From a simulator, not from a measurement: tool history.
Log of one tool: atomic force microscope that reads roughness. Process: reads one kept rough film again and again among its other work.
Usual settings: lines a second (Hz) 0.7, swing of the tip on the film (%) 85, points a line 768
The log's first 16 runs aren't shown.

| run | hour | lines a second (Hz) | swing of the tip on the film (%) | points a line | pictures with this tip | hours of work since the height scale was calibrated | roughness of the kept film (nm (root mean square)) |
|---|---|---|---|---|---|---|---|
| 17 | 168.9 | 0.7 | 57 | 768 | 176 | 410 | 2.6 |
| 18 | 178.3 | 0.7 | 57 | 768 | 193 | 417 | 2.599 |
| 19 | 185.3 | 0.7 | 57 | 768 | 206 | 422 | 2.618 |
| 20 | 197.8 | 0.7 | 85 | 768 | 229 | 432 | 2.504 |
| 21 | 205 | 0.7 | 85 | 768 | 242 | 437 | 2.487 |
| 22 | 219 | 0.7 | 85 | 768 | 267 | 448 | 2.498 |
| 23 | 233 | 0.735 | 89 | 702 | 293 | 458 | 2.464 |
| 24 | 244.5 | 1.426 | 85 | 881 | 314 | 467 | 2.383 |
| 25 | 256 | 1.426 | 85 | 881 | 335 | 475 | 2.379 |
| 26 | 268.9 | 3.576 | 82 | 386 | 359 | 485 | 2.109 |
|  | 270.8 | new tip fitted |
| 27 | 280.1 | 0.7 | 55 | 677 | 17 | 493 | 2.655 |

The next listed run, before its measurement:
| 28 | 291.2 | 0.9 | 87 | 512 | 37 | 501 | ? |

Run 28 gave roughness of the kept film (nm (root mean square)) 2.463.
Without the tool's hidden state the same run would have given roughness of the kept film (nm (root mean square)) 2.464.

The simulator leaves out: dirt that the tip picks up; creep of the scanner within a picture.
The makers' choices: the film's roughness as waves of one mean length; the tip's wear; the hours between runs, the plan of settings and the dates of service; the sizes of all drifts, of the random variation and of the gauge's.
